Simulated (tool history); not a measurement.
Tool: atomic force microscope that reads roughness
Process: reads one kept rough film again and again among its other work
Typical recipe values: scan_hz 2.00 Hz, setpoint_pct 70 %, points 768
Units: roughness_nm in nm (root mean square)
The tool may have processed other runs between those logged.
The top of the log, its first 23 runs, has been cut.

run	day	scan_hz	setpoint_pct	points	roughness_nm
24	23.067	2.00	83	709	2.340
25	24.292	3.25	80	826	2.247
26	25.612	2.00	70	671	2.489
27	26.829	2.00	70	671	2.457
# day 27.192: new tip fitted
28	27.712	2.00	70	472	2.467
29	28.325	0.82	76	768	2.544
30	29.317	2.00	66	322	2.469
31	30.154	0.73	61	322	2.538
32	31.308	0.73	61	322	2.556
33	32.321	0.99	59	322	2.539
# day 33.446: new tip fitted
34	33.483	3.85	61	275	2.382
35	34.308	3.85	61	275	2.379
36	35.521	1.06	83	768	2.477
37	36.329	1.28	56	656	2.604

Forecast each of these 4 alternatives for the next run:
A	37.392	0.83	56	656	?
B	37.392	2.00	74	983	?
C	37.392	2.00	88	665	?
D	37.392	2.75	56	656	?

run	roughness_nm
A	2.595
B	2.447
C	2.267
D	2.544
The same runs, with their run-to-run variation unchanged, on a tool lacking any hidden condition would have given:
run	roughness_nm
A	2.601
B	2.452
C	2.272
D	2.550
